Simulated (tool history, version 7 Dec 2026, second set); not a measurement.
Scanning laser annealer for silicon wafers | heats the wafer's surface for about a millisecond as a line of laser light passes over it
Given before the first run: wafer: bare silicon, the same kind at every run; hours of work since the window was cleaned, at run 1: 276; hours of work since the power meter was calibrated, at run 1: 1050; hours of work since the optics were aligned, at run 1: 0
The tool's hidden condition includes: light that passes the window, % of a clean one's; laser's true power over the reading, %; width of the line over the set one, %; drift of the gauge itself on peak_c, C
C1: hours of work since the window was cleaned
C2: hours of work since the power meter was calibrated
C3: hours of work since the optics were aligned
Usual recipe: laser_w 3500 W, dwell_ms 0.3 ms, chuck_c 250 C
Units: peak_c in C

run 1 day=0 | laser_w=3500 dwell_ms=0.3 chuck_c=250 | C1=276 C2=1050 C3=0 | peak_c=965
run 2 day=3.042 | laser_w=3500 dwell_ms=0.247 chuck_c=250 | C1=308 C2=1082 C3=32 | peak_c=891
run 3 day=6.021 | laser_w=3500 dwell_ms=0.234 chuck_c=250 | C1=339 C2=1113 C3=63 | peak_c=875
-- day=7.446 window over the wafer cleaned
run 4 day=9.062 | laser_w=3500 dwell_ms=0.234 chuck_c=250 | C1=17 C2=1144 C3=94 | peak_c=874
run 5 day=11.25 | laser_w=3500 dwell_ms=0.234 chuck_c=245 | C1=40 C2=1167 C3=117 | peak_c=867
run 6 day=13.508 | laser_w=3500 dwell_ms=0.234 chuck_c=245 | C1=63 C2=1190 C3=140 | peak_c=869
run 7 day=16.833 | laser_w=3500 dwell_ms=0.234 chuck_c=268 | C1=98 C2=1225 C3=175 | peak_c=892
run 8 day=19.417 | laser_w=3500 dwell_ms=0.234 chuck_c=268 | C1=125 C2=1252 C3=202 | peak_c=889
run 9 day=21.275 | laser_w=3500 dwell_ms=0.234 chuck_c=268 | C1=145 C2=1271 C3=222 | peak_c=894
run 10 day=24.862 | laser_w=3500 dwell_ms=0.234 chuck_c=268 | C1=182 C2=1309 C3=259 | peak_c=892
run 11 day=28.025 | laser_w=3500 dwell_ms=0.234 chuck_c=268 | C1=215 C2=1342 C3=292 | peak_c=893
run 12 day=30.646 | laser_w=3500 dwell_ms=0.234 chuck_c=268 | C1=243 C2=1369 C3=320 | peak_c=891
run 13 day=33.404 | laser_w=3530 dwell_ms=0.339 chuck_c=263 | C1=271 C2=1398 C3=348 | peak_c=1034
run 14 day=36.458 | laser_w=3248 dwell_ms=0.371 chuck_c=263 | C1=303 C2=1430 C3=380 | peak_c=989
run 15 day=39.421 | laser_w=3500 dwell_ms=0.3 chuck_c=269 | C1=334 C2=1461 C3=411 | peak_c=984
-- day=41.488 window over the wafer cleaned
run 16 day=42.083 | laser_w=3500 dwell_ms=0.3 chuck_c=269 | C1=6 C2=1488 C3=438 | peak_c=984
run 17 day=44.612 | laser_w=3494 dwell_ms=0.3 chuck_c=227 | C1=33 C2=1515 C3=465 | peak_c=941
run 18 day=48.333 | laser_w=3440 dwell_ms=0.355 chuck_c=250 | C1=72 C2=1553 C3=504 | peak_c=1017
run 19 day=50.354 | laser_w=3440 dwell_ms=0.355 chuck_c=250 | C1=93 C2=1575 C3=525 | peak_c=1015
run 20 day=53.975 | laser_w=3565 dwell_ms=0.236 chuck_c=226 | C1=131 C2=1612 C3=562 | peak_c=870
run 21 day=56.729 | laser_w=3500 dwell_ms=0.274 chuck_c=240 | C1=159 C2=1641 C3=591 | peak_c=922
run 22 day=59.7 | laser_w=3183 dwell_ms=0.3 chuck_c=250 | C1=190 C2=1672 C3=622 | peak_c=881
run 23 day=62.129 | laser_w=3026 dwell_ms=0.255 chuck_c=217 | C1=216 C2=1698 C3=648 | peak_c=762

4 ways to go on from here, each from the tool as it stands after run 23. What would each give?
run A day=64.088 | laser_w=3840 dwell_ms=0.223 chuck_c=223 | C1=236 C2=1718 C3=668 | peak_c=?
run B day=64.088 | laser_w=3026 dwell_ms=0.344 chuck_c=217 | C1=236 C2=1718 C3=668 | peak_c=?
run C day=64.088 | laser_w=3500 dwell_ms=0.3 chuck_c=270 | C1=236 C2=1718 C3=668 | peak_c=?
run D day=64.088 | laser_w=3558 dwell_ms=0.34 chuck_c=217 | C1=236 C2=1718 C3=668 | peak_c=?

run=A peak_c=905
run=B peak_c=855
run=C peak_c=982
run=D peak_c=997
Without the tool's unlogged condition, the same runs would have read:
run=A peak_c=906
run=B peak_c=855
run=C peak_c=983
run=D peak_c=998
